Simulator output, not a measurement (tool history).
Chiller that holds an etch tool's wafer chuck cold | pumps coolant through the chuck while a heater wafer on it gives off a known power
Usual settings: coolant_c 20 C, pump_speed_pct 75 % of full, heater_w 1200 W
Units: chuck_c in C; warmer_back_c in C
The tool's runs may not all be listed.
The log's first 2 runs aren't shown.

Run 3, day 11.329: usual settings but coolant_c 26 C. Result: chuck_c 34.2 C, warmer_back_c 3.07 C.
Run 4, day 18.988: usual settings. Result: chuck_c 28.2 C, warmer_back_c 3.00 C.
Run 5, day 22.492: usual settings but heater_w 1033 W. Result: chuck_c 26.9 C, warmer_back_c 2.61 C.
Run 6, day 28.438: usual settings but heater_w 1033 W. Result: chuck_c 27.0 C, warmer_back_c 2.63 C.
At day 31.408: coolant changed, channels flushed.
Run 7, day 32.300: usual settings but coolant_c 13 C. Result: chuck_c 21.1 C, warmer_back_c 3.02 C.
Run 8, day 39.708: usual settings but coolant_c 13 C. Result: chuck_c 21.2 C, warmer_back_c 3.04 C.
At day 43.188: coolant pump overhauled.
Run 9, day 47.692: usual settings but coolant_c 13 C. Result: chuck_c 21.1 C, warmer_back_c 3.02 C.
Run 10, day 51.946: usual settings but coolant_c 13 C. Result: chuck_c 21.2 C, warmer_back_c 3.04 C.
At day 56.417: chiller's thermometer calibrated.
Run 11, day 59.304: usual settings. Result: chuck_c 28.0 C, warmer_back_c 3.08 C.
Run 12, day 65.900: usual settings. Result: chuck_c 27.9 C, warmer_back_c 3.03 C.
Run 13, day 70.675: usual settings but pump_speed_pct 76 % of full. Result: chuck_c 28.2 C, warmer_back_c 3.02 C.
Run 14, day 78.788: usual settings but pump_speed_pct 76 % of full. Result: chuck_c 28.1 C, warmer_back_c 3.06 C.
Run 15, day 84.904: usual settings but pump_speed_pct 76 % of full. Result: chuck_c 28.0 C, warmer_back_c 3.02 C.
Run 16, day 92.325: usual settings but pump_speed_pct 76 % of full. Result: chuck_c 28.0 C, warmer_back_c 3.06 C.
Run 17, day 97.921: usual settings but pump_speed_pct 76 % of full. Result: chuck_c 28.1 C, warmer_back_c 3.08 C.
Run 18, day 105.833: usual settings but coolant_c 29 C, pump_speed_pct 95 % of full, heater_w 1048 W. Result: chuck_c 34.8 C, warmer_back_c 2.16 C.
Run 19, day 111.517: usual settings but pump_speed_pct 73 % of full. Result: chuck_c 28.4 C, warmer_back_c 3.18 C.
Run 20, day 118.158: usual settings but pump_speed_pct 73 % of full. Result: chuck_c 28.4 C, warmer_back_c 3.15 C.
Run 21, day 125.208: usual settings but pump_speed_pct 73 % of full, heater_w 1291 W. Result: chuck_c 29.0 C, warmer_back_c 3.45 C.
Run 22, day 129.125: usual settings but pump_speed_pct 73 % of full, heater_w 1291 W. Result: chuck_c 29.0 C, warmer_back_c 3.41 C.
Run 23, day 135.104: usual settings but coolant_c 14 C, pump_speed_pct 87 % of full, heater_w 1614 W. Result: chuck_c 23.7 C, warmer_back_c 3.63 C.
Run 24, day 142.571: usual settings but coolant_c 12 C, pump_speed_pct 87 % of full, heater_w 1773 W. Result: chuck_c 22.7 C, warmer_back_c 3.88 C.

Forecast run 25:
Run 25, day 149.154: usual settings but coolant_c 12 C, pump_speed_pct 87 % of full, heater_w 1773 W. Result: chuck_c ?, warmer_back_c ?.

chuck_c: 22.5 C
warmer_back_c: 3.96 C
Without the tool's hidden state the same run would have given chuck_c 22.5 C, warmer_back_c 3.83 C.

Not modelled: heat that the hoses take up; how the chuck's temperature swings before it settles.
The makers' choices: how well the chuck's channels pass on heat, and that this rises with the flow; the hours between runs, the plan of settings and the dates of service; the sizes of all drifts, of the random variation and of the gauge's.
